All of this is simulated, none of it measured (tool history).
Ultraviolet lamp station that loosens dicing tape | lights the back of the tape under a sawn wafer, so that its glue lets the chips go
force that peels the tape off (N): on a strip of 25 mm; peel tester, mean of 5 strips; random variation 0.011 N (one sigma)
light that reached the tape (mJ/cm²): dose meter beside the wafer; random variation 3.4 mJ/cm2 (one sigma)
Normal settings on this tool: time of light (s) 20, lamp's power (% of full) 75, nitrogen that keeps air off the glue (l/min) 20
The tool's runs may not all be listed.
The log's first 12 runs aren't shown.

run     day  time of light (s)  lamp's power (% of full)  nitrogen that keeps air off the glue (l/min)  force that peels the tape off (N)  light that reached the tape (mJ/cm²)
 13  11.504                 20                        75                                            20                              0.628                                   493
 14  12.800                 20                        75                                            20                              0.615                                   490
 15  13.621                 20                        75                                             6                              1.803                                   484
 16  15.046                 20                        75                                             6                              1.824                                   485
 17  16.050                 20                        75                                             6                              1.798                                   476
 18  17.300                 20                        75                                             6                              1.818                                   468
 19  18.279                 20                        75                                            27                              0.541                                   468
 20  19.754                 20                        75                                            27                              0.551                                   460
 21  20.933                 20                        75                                            27                              0.571                                   459
 22  22.454                 20                        75                                            27                              0.574                                   454
 23  23.838                 20                        75                                             9                              1.436                                   451
 24  25.408                 23                        93                                             8                              0.817                                   630
 25  26.783                 20                        63                                             9                              1.948                                   365
 26  27.908                 12                        67                                            20                              2.407                                   239
 27  28.838                 12                        67                                            20                              2.428                                   230
 28  30.346                 12                        78                                            12                              2.622                                   265
 29  31.775                 18                        75                                            25                              0.880                                   380

For run 30, what comes out?
 30  32.650                 13                        75                                             8                                  ?                                     ?

Run 30 measured force that peels the tape off (N) 3.311, light that reached the tape (mJ/cm²) 274.
The same run, on a tool lacking any hidden state, would have yielded force that peels the tape off (N) 2.427, light that reached the tape (mJ/cm²) 350.
